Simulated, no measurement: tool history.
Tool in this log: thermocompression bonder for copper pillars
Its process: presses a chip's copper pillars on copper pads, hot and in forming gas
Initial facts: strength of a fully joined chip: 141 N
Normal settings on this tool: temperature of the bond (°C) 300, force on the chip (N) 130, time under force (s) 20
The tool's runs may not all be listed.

| run | day | temperature of the bond (°C) | force on the chip (N) | time under force (s) | force that shears a chip off (N) |
|---|---|---|---|---|---|
| 1 | 0.000 | 300 | 130 | 20 | 50.4 |
| 2 | 1.650 | 300 | 130 | 21 | 50.6 |
| 3 | 2.654 | 300 | 130 | 21 | 50.8 |
| 4 | 4.100 | 296 | 130 | 21 | 47.8 |
| 5 | 5.058 | 296 | 130 | 22 | 48.6 |
| 6 | 5.996 | 296 | 130 | 22 | 48.8 |
|  | 6.371 | forming gas filter changed |
| 7 | 7.446 | 296 | 130 | 22 | 53.9 |
| 8 | 8.279 | 300 | 130 | 20 | 55.0 |
| 9 | 9.267 | 330 | 130 | 20 | 78.1 |
| 10 | 10.450 | 305 | 101 | 26 | 51.3 |
| 11 | 11.567 | 302 | 128 | 30 | 64.3 |
| 12 | 13.375 | 317 | 104 | 14 | 47.1 |
| 13 | 14.538 | 308 | 118 | 35 | 68.0 |
| 14 | 15.471 | 297 | 181 | 25 | 73.4 |
| 15 | 17.425 | 288 | 130 | 59 | 68.5 |
| 16 | 19.279 | 282 | 130 | 20 | 40.6 |
| 17 | 20.750 | 328 | 115 | 58 | 92.2 |
| 18 | 21.608 | 317 | 130 | 19 | 64.6 |

Below are 4 alternative next runs, each starting from the tool's condition after run 18. Predict each:
| A | 22.533 | 317 | 113 | 19 | ? |
| B | 22.533 | 300 | 86 | 20 | ? |
| C | 22.533 | 300 | 114 | 12 | ? |
| D | 22.533 | 300 | 130 | 45 | ? |

| run | force that shears a chip off (N) |
|---|---|
| A | 56.7 |
| B | 35.0 |
| C | 37.6 |
| D | 70.7 |
Had the tool no hidden state, the same runs would have come out as:
| run | force that shears a chip off (N) |
|---|---|
| A | 56.3 |
| B | 34.2 |
| C | 36.8 |
| D | 70.4 |
